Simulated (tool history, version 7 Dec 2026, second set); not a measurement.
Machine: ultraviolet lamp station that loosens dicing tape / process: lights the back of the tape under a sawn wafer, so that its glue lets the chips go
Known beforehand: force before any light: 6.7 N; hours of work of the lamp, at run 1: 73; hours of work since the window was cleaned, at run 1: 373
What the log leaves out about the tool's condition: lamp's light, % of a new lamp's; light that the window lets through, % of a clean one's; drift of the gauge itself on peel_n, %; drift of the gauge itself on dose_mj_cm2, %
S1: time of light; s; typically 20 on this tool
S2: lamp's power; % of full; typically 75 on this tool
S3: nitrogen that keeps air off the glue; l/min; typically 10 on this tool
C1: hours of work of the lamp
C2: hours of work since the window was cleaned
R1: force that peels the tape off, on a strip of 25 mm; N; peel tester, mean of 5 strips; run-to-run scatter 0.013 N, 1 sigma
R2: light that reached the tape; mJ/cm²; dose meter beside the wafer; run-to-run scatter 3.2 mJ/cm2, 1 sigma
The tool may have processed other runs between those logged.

{"run": 1, "day": 0.0, "S1": 20, "S2": 75, "S3": 10, "C1": 73, "C2": 373, "R1": 0.614, "R2": 495}
{"run": 2, "day": 1.021, "S1": 20, "S2": 75, "S3": 10, "C1": 89, "C2": 389, "R1": 0.6, "R2": 495}
{"run": 3, "day": 1.838, "S1": 20, "S2": 75, "S3": 10, "C1": 101, "C2": 401, "R1": 0.606, "R2": 497}
{"run": 4, "day": 2.4, "S1": 20, "S2": 75, "S3": 10, "C1": 110, "C2": 410, "R1": 0.597, "R2": 496}
{"run": 5, "day": 3.433, "S1": 20, "S2": 75, "S3": 14, "C1": 126, "C2": 426, "R1": 0.453, "R2": 487}
{"run": 6, "day": 4.621, "S1": 20, "S2": 75, "S3": 10, "C1": 144, "C2": 445, "R1": 0.604, "R2": 493}
{"run": 7, "day": 5.238, "S1": 20, "S2": 75, "S3": 10, "C1": 154, "C2": 454, "R1": 0.62, "R2": 486}
{"run": 8, "day": 6.371, "S1": 20, "S2": 75, "S3": 10, "C1": 171, "C2": 472, "R1": 0.59, "R2": 496}
{"day": 7.296, "done": "window cleaned of glue's vapour"}
{"run": 9, "day": 7.496, "S1": 20, "S2": 90, "S3": 18, "C1": 188, "C2": 3, "R1": 0.253, "R2": 582}
{"run": 10, "day": 8.65, "S1": 20, "S2": 90, "S3": 18, "C1": 206, "C2": 21, "R1": 0.246, "R2": 590}
{"run": 11, "day": 9.883, "S1": 20, "S2": 70, "S3": 4, "C1": 225, "C2": 40, "R1": 1.326, "R2": 455}
{"run": 12, "day": 10.446, "S1": 18, "S2": 60, "S3": 6, "C1": 234, "C2": 49, "R1": 1.557, "R2": 352}
{"run": 13, "day": 11.571, "S1": 18, "S2": 70, "S3": 18, "C1": 251, "C2": 66, "R1": 0.584, "R2": 414}

Hidden state at the last listed run before each entry between runs and at the first one after, where it differs:
Logged between run 8 and run 9: window cleaned of glue's vapour (day 7.296)
  light that the window lets through, % of a clean one's: 99.9 -> 100
